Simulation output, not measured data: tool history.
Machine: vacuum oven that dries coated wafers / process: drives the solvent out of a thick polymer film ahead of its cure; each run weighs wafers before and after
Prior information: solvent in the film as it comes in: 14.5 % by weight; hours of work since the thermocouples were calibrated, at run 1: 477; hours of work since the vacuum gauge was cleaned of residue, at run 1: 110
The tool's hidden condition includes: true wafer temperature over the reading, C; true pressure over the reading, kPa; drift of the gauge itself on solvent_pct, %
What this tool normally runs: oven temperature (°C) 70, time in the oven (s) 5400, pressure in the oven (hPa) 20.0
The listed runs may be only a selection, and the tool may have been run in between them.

run	day	oven temperature (°C)	time in the oven (s)	pressure in the oven (hPa)	hours of work since the thermocouples were calibrated	hours of work since the vacuum gauge was cleaned of residue	solvent left in the film (%)
1	0.000	70	5400	20.0	477	110	4.47
2	0.392	70	5400	19.0	484	116	4.34
3	0.654	70	5400	19.0	488	120	4.33
4	0.983	70	5400	20.0	493	125	4.36
5	1.225	72	5400	20.0	496	129	3.98
6	1.767	70	5400	20.0	505	137	4.55
7	2.150	70	5400	20.0	511	143	4.58
8	2.488	70	5400	20.0	516	148	4.46
9	2.792	70	5400	20.0	521	153	4.60
10	3.354	70	5400	20.0	529	162	4.63
11	3.654	70	5400	20.0	534	166	4.63
# day 3.750: vacuum gauge cleaned of residue and calibrated
12	4.021	70	5400	20.0	539	4	4.64
13	4.575	57	7200	23.4	547	13	9.69
14	4.942	70	9420	35.8	553	18	7.04
# day 5.458: vacuum gauge cleaned of residue and calibrated, once more
15	5.562	63	4740	35.8	562	2	10.24
16	5.825	82	4680	20.0	566	6	2.26
17	6.267	66	3900	17.7	572	13	6.44
18	6.508	81	5640	24.7	576	16	2.94
19	6.767	84	7620	37.2	580	20	3.84
20	7.308	64	5460	19.6	589	29	6.56
21	7.667	74	3240	65.5	594	34	10.79
22	7.958	74	3240	65.5	599	39	10.86
23	8.238	74	3240	65.5	603	43	10.89

Below are 5 alternative next runs, each starting from the tool's condition after run 23. Predict each:
A	8.692	80	3240	40.9	610	50	?
B	8.692	77	5460	32.5	610	50	?
C	8.692	58	9240	20.0	610	50	?
D	8.692	55	5400	37.0	610	50	?
E	8.692	69	5100	38.4	610	50	?

run	solvent left in the film (%)
A	5.35
B	4.63
C	7.90
D	14.00
E	8.14
With the hidden condition removed and each run's random variation left untouched, the same runs would have given:
run	solvent left in the film (%)
A	5.13
B	4.45
C	7.54
D	13.67
E	7.81
